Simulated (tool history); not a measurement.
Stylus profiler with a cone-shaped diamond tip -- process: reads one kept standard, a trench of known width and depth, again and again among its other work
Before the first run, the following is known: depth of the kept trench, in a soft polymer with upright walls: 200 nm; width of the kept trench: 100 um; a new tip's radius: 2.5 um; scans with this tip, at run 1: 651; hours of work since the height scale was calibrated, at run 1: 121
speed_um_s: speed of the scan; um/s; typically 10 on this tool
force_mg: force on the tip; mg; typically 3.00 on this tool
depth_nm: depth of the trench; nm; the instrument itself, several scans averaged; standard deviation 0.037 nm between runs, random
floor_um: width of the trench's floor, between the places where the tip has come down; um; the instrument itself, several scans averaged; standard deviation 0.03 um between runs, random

run	day	speed_um_s	force_mg	scans with this tip	hours of work since the height scale was calibrated	depth_nm	floor_um
1	0.000	10	3.00	651	121	202.61	97.98
2	2.108	10	3.00	843	156	202.63	98.02
3	4.233	10	3.00	1036	192	202.66	97.96
4	6.196	10	8.50	1215	225	205.27	98.02
5	7.100	10	1.17	1297	240	201.43	97.99
6	8.017	10	1.51	1381	256	201.69	97.99
7	9.375	9	1.25	1505	279	201.39	97.96
8	10.621	9	2.14	1618	300	202.06	97.96
9	12.138	4	3.00	1756	326	202.64	98.00
10	13.062	5	5.70	1840	341	204.04	97.97
11	14.867	19	1.91	2005	372	201.94	97.93

Branching from run 11: 3 alternative next runs. What would each branch give?
A	16.946	2	3.00	2194	407	?	?
B	16.946	3	3.00	2194	407	?	?
C	16.946	12	1.28	2194	407	?	?

run	depth_nm	floor_um
A	202.58	98.06
B	202.65	98.03
C	201.47	98.00
With the hidden condition removed and each run's random variation left untouched, the same runs would have given:
run	depth_nm	floor_um
A	202.58	98.06
B	202.65	98.03
C	201.47	98.00
